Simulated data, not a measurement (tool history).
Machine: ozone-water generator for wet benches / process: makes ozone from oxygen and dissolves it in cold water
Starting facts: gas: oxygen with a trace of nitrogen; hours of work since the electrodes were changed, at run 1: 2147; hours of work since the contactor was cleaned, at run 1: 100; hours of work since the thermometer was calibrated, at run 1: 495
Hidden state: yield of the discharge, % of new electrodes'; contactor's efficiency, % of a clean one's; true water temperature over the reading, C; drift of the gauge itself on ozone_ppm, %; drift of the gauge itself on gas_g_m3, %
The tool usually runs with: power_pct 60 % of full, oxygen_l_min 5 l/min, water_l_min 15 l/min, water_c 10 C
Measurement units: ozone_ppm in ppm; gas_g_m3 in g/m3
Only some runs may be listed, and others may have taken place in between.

| run | hour | power_pct | oxygen_l_min | water_l_min | water_c | hours of work since the electrodes were changed | hours of work since the contactor was cleaned | hours of work since the thermometer was calibrated | ozone_ppm | gas_g_m3 |
|---|---|---|---|---|---|---|---|---|---|---|
| 1 | 0 | 60 | 5 | 15 | 10 | 2147 | 100 | 495 | 18 | 153.4 |
| 2 | 188.7 | 60 | 5 | 15 | 10 | 2316 | 270 | 664 | 17.7 | 153.7 |
| 3 | 299 | 60 | 8.64 | 15 | 10 | 2416 | 369 | 763 | 16.8 | 111 |
| 4 | 424.5 | 60 | 8.64 | 15 | 10 | 2528 | 482 | 876 | 16.7 | 110.3 |
| 5 | 612.8 | 60 | 8.64 | 15 | 10 | 2698 | 651 | 1045 | 16.8 | 110.5 |
| 6 | 812.4 | 60 | 8.64 | 15 | 10 | 2877 | 831 | 1225 | 16.7 | 109.5 |
| 7 | 991.7 | 60 | 5 | 14 | 10 | 3038 | 992 | 1386 | 18.9 | 153.4 |
| 8 | 1117 | 60 | 5 | 15 | 10 | 3151 | 1104 | 1499 | 18 | 154.1 |
| 9 | 1309.9 | 60 | 5 | 15 | 10 | 3324 | 1278 | 1672 | 18 | 151.5 |
| 10 | 1514.4 | 60 | 5 | 23 | 10 | 3508 | 1462 | 1856 | 12.6 | 153.5 |
| 11 | 1677.8 | 60 | 5 | 23 | 10 | 3655 | 1609 | 2003 | 12.9 | 152.6 |
| 12 | 1825.6 | 60 | 5 | 21 | 10 | 3788 | 1741 | 2136 | 13.8 | 149.9 |
| 13 | 1947 | 60 | 7.91 | 16 | 10 | 3897 | 1851 | 2245 | 16.2 | 115 |
| 14 | 2136.9 | 60 | 7.91 | 19 | 9 | 4068 | 2021 | 2415 | 14.7 | 114.7 |
| 15 | 2222.6 | 60 | 5 | 12 | 10 | 4145 | 2098 | 2492 | 20.9 | 152 |
| 16 | 2418.7 | 60 | 5.41 | 12 | 10 | 4321 | 2274 | 2669 | 21 | 143.9 |
|  | 2438.5 | contactor cleaned |
| 17 | 2560.9 | 60 | 5.41 | 12 | 10 | 4445 | 110 | 2793 | 20.6 | 144.6 |

Each row is a separate what-if for the run after 17, all from the same tool condition, not one after another. Results?
| A | 2701.7 | 60 | 5.41 | 15 | 10 | 4572 | 237 | 2919 | ? | ? |
| B | 2701.7 | 71 | 8.1 | 15 | 10 | 4572 | 237 | 2919 | ? | ? |
| C | 2701.7 | 90 | 5 | 15 | 10 | 4572 | 237 | 2919 | ? | ? |
| D | 2701.7 | 91 | 5.41 | 12 | 10 | 4572 | 237 | 2919 | ? | ? |

| run | ozone_ppm | gas_g_m3 |
|---|---|---|
| A | 17.8 | 144.3 |
| B | 18.9 | 127.5 |
| C | 23.4 | 198.1 |
| D | 27.4 | 191.8 |
Without the tool's hidden state the same runs would have given:
| run | ozone_ppm | gas_g_m3 |
|---|---|---|
| A | 17.9 | 147.2 |
| B | 18.9 | 130.1 |
| C | 23.5 | 202.2 |
| D | 27.4 | 195.8 |

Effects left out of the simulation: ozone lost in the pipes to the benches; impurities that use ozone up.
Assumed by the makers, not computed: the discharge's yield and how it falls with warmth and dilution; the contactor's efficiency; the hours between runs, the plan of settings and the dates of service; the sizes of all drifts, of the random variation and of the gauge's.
